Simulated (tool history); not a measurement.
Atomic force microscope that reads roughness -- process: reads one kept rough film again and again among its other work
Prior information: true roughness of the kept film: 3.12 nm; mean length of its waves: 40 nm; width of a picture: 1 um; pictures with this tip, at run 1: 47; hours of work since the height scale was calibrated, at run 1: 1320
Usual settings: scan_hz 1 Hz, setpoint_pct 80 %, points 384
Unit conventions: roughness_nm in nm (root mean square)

run	day	scan_hz	setpoint_pct	points	pictures with this tip	hours of work since the height scale was calibrated	roughness_nm
1	0	1	80	384	47	1320	2.63
# day 1.8: new tip fitted
2	1.954	1	80	384	4	1346	2.74
3	3.533	1	80	384	47	1367	2.6
4	4.888	1	80	384	83	1385	2.523
# day 5.371: new tip fitted
5	6.192	1	74	384	22	1402	2.748
6	7.683	1	80	384	62	1422	2.578
# day 9.033: new tip fitted
7	9.842	1	80	384	22	1451	2.693
8	11.267	1	80	384	60	1470	2.596
9	12.371	0.53	80	384	90	1485	2.587
# day 12.608: new tip fitted
10	14.188	0.53	80	384	42	1509	2.743
# day 16.192: new tip fitted
11	16.192	0.53	80	384	0	1536	2.888
12	18.367	0.53	80	384	59	1565	2.673
# day 19.888: new tip fitted
13	20.971	1	80	384	29	1599	2.659
14	23.171	1	80	384	89	1629	2.491
# day 23.546: new tip fitted
15	25.821	1	80	267	61	1664	2.551
# day 27.088: new tip fitted
16	27.15	1	80	700	2	1681	2.768
17	28.6	1	80	700	41	1701	2.652
# day 30.758: new tip fitted
18	31.046	1	80	700	8	1733	2.754
# day 31.962: height scale calibrated on a step standard
19	32.688	1	80	700	51	10	2.547
# day 34.392: new tip fitted
20	34.517	1	80	700	3	34	2.692
21	35.833	1	85	384	39	52	2.542
22	37.175	1	85	384	75	70	2.446
# day 38: new tip fitted
23	39.492	1.98	85	272	41	100	2.295
24	40.621	1.98	85	272	71	115	2.22
# day 41.642: new tip fitted
25	42.071	1.98	85	272	12	134	2.36
26	43.271	1	69	306	44	151	2.671
# day 45.254: new tip fitted
27	45.438	1.28	88	701	5	179	2.533
28	47.575	1.27	64	477	62	208	2.649
# day 48.983: new tip fitted
29	50.112	1.75	73	586	30	242	2.615
# day 52.6: new tip fitted
30	52.646	1.75	73	531	1	275	2.678
31	54.504	1.75	73	531	51	300	2.542

Describe how what the log doesn't record of the tool's condition differs between the last listed run preceding each entry between runs and the first listed run following it.
In the gap between runs 1 and 2: new tip fitted (day 1.8)
  radius of the tip, nm: 14.5 -> 8; height scale over the true one, %: 1.76 -> 1.79
  measured value less the no-hidden-state value, roughness_nm: -0.096 -> +0.029 nm (root mean square)
In the gap between runs 4 and 5: new tip fitted (day 5.371)
  radius of the tip, nm: 19.7 -> 10.7; height scale over the true one, %: 1.84 -> 1.86
  measured value less the no-hidden-state value, roughness_nm: -0.185 -> -0.024 nm (root mean square)
In the gap between runs 6 and 7: new tip fitted (day 9.033)
  radius of the tip, nm: 16.3 -> 10.6; height scale over the true one, %: 1.89 -> 1.92
  measured value less the no-hidden-state value, roughness_nm: -0.124 -> -0.019 nm (root mean square)
In the gap between runs 9 and 10: new tip fitted (day 12.608)
  radius of the tip, nm: 21.5 -> 13.4; height scale over the true one, %: 1.97 -> 2
  measured value less the no-hidden-state value, roughness_nm: -0.219 -> -0.072 nm (root mean square)
In the gap between runs 10 and 11: new tip fitted (day 16.192)
  radius of the tip, nm: 13.4 -> 7.6; height scale over the true one, %: 2 -> 2.04
  measured value less the no-hidden-state value, roughness_nm: -0.072 -> +0.046 nm (root mean square)
In the gap between runs 12 and 13: new tip fitted (day 19.888)
  radius of the tip, nm: 17.9 -> 12.1; height scale over the true one, %: 2.07 -> 2.11
  measured value less the no-hidden-state value, roughness_nm: -0.153 -> -0.042 nm (root mean square)
In the gap between runs 14 and 15: new tip fitted (day 23.546)
  radius of the tip, nm: 21.7 -> 17.6; height scale over the true one, %: 2.15 -> 2.2
  measured value less the no-hidden-state value, roughness_nm: -0.209 -> -0.138 nm (root mean square)
In the gap between runs 15 and 16: new tip fitted (day 27.088)
  radius of the tip, nm: 17.6 -> 7.6; height scale over the true one, %: 2.2 -> 2.22
  measured value less the no-hidden-state value, roughness_nm: -0.138 -> +0.048 nm (root mean square)
In the gap between runs 17 and 18: new tip fitted (day 30.758)
  radius of the tip, nm: 14 -> 8.9; height scale over the true one, %: 2.24 -> 2.28
  measured value less the no-hidden-state value, roughness_nm: -0.075 -> +0.024 nm (root mean square)
In the gap between runs 18 and 19: height scale calibrated on a step standard (day 31.962)
  radius of the tip, nm: 8.9 -> 15.7; height scale over the true one, %: 2.28 -> 0.21
  measured value less the no-hidden-state value, roughness_nm: +0.024 -> -0.157 nm (root mean square)
In the gap between runs 19 and 20: new tip fitted (day 34.392)
  radius of the tip, nm: 15.7 -> 7.7; height scale over the true one, %: 0.21 -> 0.24
  measured value less the no-hidden-state value, roughness_nm: -0.157 -> -0.007 nm (root mean square)
In the gap between runs 22 and 23: new tip fitted (day 38)
  radius of the tip, nm: 19.4 -> 13.8; height scale over the true one, %: 0.29 -> 0.33
  measured value less the no-hidden-state value, roughness_nm: -0.213 -> -0.106 nm (root mean square)
In the gap between runs 24 and 25: new tip fitted (day 41.642)
  radius of the tip, nm: 18.6 -> 9.7; height scale over the true one, %: 0.35 -> 0.37
  measured value less the no-hidden-state value, roughness_nm: -0.18 -> -0.036 nm (root mean square)
In the gap between runs 26 and 27: new tip fitted (day 45.254)
  radius of the tip, nm: 14.6 -> 7.8; height scale over the true one, %: 0.39 -> 0.43
  measured value less the no-hidden-state value, roughness_nm: -0.138 -> -0.004 nm (root mean square)
In the gap between runs 28 and 29: new tip fitted (day 48.983)
  radius of the tip, nm: 17.1 -> 11.4; height scale over the true one, %: 0.47 -> 0.51
  measured value less the no-hidden-state value, roughness_nm: -0.183 -> -0.07 nm (root mean square)
In the gap between runs 29 and 30: new tip fitted (day 52.6)
  radius of the tip, nm: 11.4 -> 7.3; height scale over the true one, %: 0.51 -> 0.55
  measured value less the no-hidden-state value, roughness_nm: -0.07 -> +0.008 nm (root mean square)

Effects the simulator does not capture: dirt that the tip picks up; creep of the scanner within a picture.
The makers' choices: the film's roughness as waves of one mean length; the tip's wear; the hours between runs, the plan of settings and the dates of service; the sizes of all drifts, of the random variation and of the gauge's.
